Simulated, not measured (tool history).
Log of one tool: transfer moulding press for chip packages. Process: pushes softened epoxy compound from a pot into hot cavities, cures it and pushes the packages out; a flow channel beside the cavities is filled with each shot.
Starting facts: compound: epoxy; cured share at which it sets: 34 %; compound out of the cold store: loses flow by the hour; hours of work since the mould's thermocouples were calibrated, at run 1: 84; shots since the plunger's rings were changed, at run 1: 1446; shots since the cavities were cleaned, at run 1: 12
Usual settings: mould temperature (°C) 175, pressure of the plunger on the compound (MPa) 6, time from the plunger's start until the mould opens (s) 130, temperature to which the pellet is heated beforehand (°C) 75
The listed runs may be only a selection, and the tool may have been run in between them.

run    hour  mould temperature (°C)  pressure of the plunger on the compound (MPa)  time from the plunger's start until the mould opens (s)  temperature to which the pellet is heated beforehand (°C)  hours of work since the mould's thermocouples were calibrated  shots since the plunger's rings were changed  shots since the cavities were cleaned  incoming compound's hours out of the cold store  length that the compound runs in the flow channel (mm)  greatest force on the pins that push the packages out (N)
  1       0                     175                                              6                                                      130                                                         75                                                             84                                          1446                                     12                                             20.7                                                     653                                                        540
  2    56.6                     175                                              6                                                      130                                                         81                                                            112                                          1838                                    404                                             33.4                                                     630                                                        549
       89.7  -- cavities cleaned with cleaning compound and waxed
  3   142.8                     175                                              6                                                      130                                                         81                                                            155                                          2425                                    368                                             18.4                                                     664                                                        543
      183.9  -- cavities cleaned with cleaning compound and waxed
  4   193.9                     175                                              6                                                      130                                                         81                                                            181                                          2769                                     69                                             47.1                                                     592                                                        516
      280.1  -- cavities cleaned with cleaning compound and waxed
  5   293.3                     175                                              6                                                      130                                                         81                                                            231                                          3448                                     92                                             34.3                                                     630                                                        521
  6   344.2                     175                                              6                                                      130                                                         81                                                            256                                          3800                                    444                                             38.1                                                     625                                                        525
      377.7  -- cavities cleaned with cleaning compound and waxed
  7     394                     175                                            6.6                                                      130                                                         75                                                            281                                          4135                                    113                                             45.6                                                     630                                                        514
      469.1  -- cavities cleaned with cleaning compound and waxed
  8   486.9                     175                                              6                                                      130                                                         78                                                            328                                          4768                                    124                                             45.3                                                     602                                                        507
        563  -- cavities cleaned with cleaning compound and waxed
      578.1  -- plunger's sealing rings changed
  9   590.5                     175                                              6                                                      130                                                         75                                                            378                                            85                                    173                                             34.5                                                     622                                                        535
      665.1  -- cavities cleaned with cleaning compound and waxed
 10   666.2                     179                                              6                                                      130                                                         75                                                            416                                           599                                      8                                             21.4                                                     645                                                        462
 11   742.5                     175                                              6                                                      130                                                         81                                                            455                                          1128                                    537                                               38                                                     616                                                        514
      756.6  -- cavities cleaned with cleaning compound and waxed
 12   829.4                     175                                              6                                                      130                                                         81                                                            498                                          1720                                    505                                               38                                                     616                                                        519
        856  -- cavities cleaned with cleaning compound and waxed
 13   911.6                     175                                              6                                                      130                                                         81                                                            540                                          2279                                    386                                             12.6                                                     679                                                        532
        953  -- cavities cleaned with cleaning compound and waxed
 14  1006.7                     167                                              6                                                      130                                                         73                                                            587                                          2927                                    372                                             39.7                                                     636                                                        854
     1049.2  -- cavities cleaned with cleaning compound and waxed
 15  1078.3                     170                                           5.41                                                      113                                                         75                                                            623                                          3413                                    201                                             11.8                                                     665                                                       1012
     1140.6  -- cavities cleaned with cleaning compound and waxed
 16  1179.1                     170                                           5.41                                                      113                                                         75                                                            673                                          4101                                    266                                             26.4                                                     623                                                       1004
     1232.2  -- cavities cleaned with cleaning compound and waxed
 17  1252.8                     170                                           5.41                                                      112                                                         83                                                            710                                          4601                                    142                                             40.6                                                     584                                                        907
 18  1310.4                     175                                           5.09                                                      126                                                         66                                                            740                                          5000                                    541                                                9                                                     634                                                        560
       1329  -- cavities cleaned with cleaning compound and waxed
       1367  -- plunger's sealing rings changed
 19    1367                     173                                           5.28                                                      112                                                         75                                                            766                                             0                                    246                                              8.3                                                     659                                                        837
 20  1414.8                     175                                              6                                                      125                                                         75                                                            791                                           331                                    577                                             47.5                                                     597                                                        537
     1428.8  -- cavities cleaned with cleaning compound and waxed
     1476.9  -- mould's thermocouples calibrated
 21  1495.6                     173                                              6                                                      130                                                         75                                                             10                                           867                                    450                                             15.4                                                     680                                                        578
     1522.3  -- cavities cleaned with cleaning compound and waxed
 22  1574.4                     175                                              6                                                      130                                                         67                                                             49                                          1402                                    361                                             18.2                                                     663                                                        556
     1620.2  -- cavities cleaned with cleaning compound and waxed
 23  1644.2                     178                                           5.64                                                      130                                                         75                                                             84                                          1876                                    167                                             13.1                                                     649                                                        482
 24  1690.1                     175                                              6                                                      141                                                         66                                                            107                                          2194                                    485                                             29.6                                                     632                                                        478
     1716.8  -- cavities cleaned with cleaning compound and waxed
 25  1781.8                     175                                              6                                                      141                                                         66                                                            153                                          2818                                    450                                             22.7                                                     658                                                        490
     1808.4  -- cavities cleaned with cleaning compound and waxed
 26  1867.3                     174                                              6                                                      126                                                         85                                                            196                                          3400                                    408                                             22.2                                                     659                                                        558

What if the next run were any one of these 4? Each begins from the tool's condition after run 26:
     1902.6  -- cavities cleaned with cleaning compound and waxed
  A  1925.9                     174                                           6.29                                                      126                                                         69                                                            225                                          3796                                    161                                               38                                                       ?                                                          ?
     1902.6  -- cavities cleaned with cleaning compound and waxed
  B  1925.9                     175                                              6                                                      116                                                         75                                                            225                                          3796                                    161                                             26.6                                                       ?                                                          ?
     1902.6  -- cavities cleaned with cleaning compound and waxed
  C  1925.9                     176                                              6                                                      126                                                         85                                                            225                                          3796                                    161                                             26.3                                                       ?                                                          ?
     1902.6  -- cavities cleaned with cleaning compound and waxed
  D  1925.9                     175                                           5.14                                                      130                                                         75                                                            225                                          3796                                    161                                              8.9                                                       ?                                                          ?

run  length that the compound runs in the flow channel (mm)  greatest force on the pins that push the packages out (N)
  A                                                     635                                                        581
  B                                                     642                                                        634
  C                                                     636                                                        523
  D                                                     630                                                        537
Had the tool no hidden state, the same runs would have come out as:
run  length that the compound runs in the flow channel (mm)  greatest force on the pins that push the packages out (N)
  A                                                     635                                                        578
  B                                                     643                                                        630
  C                                                     636                                                        519
  D                                                     630                                                        533
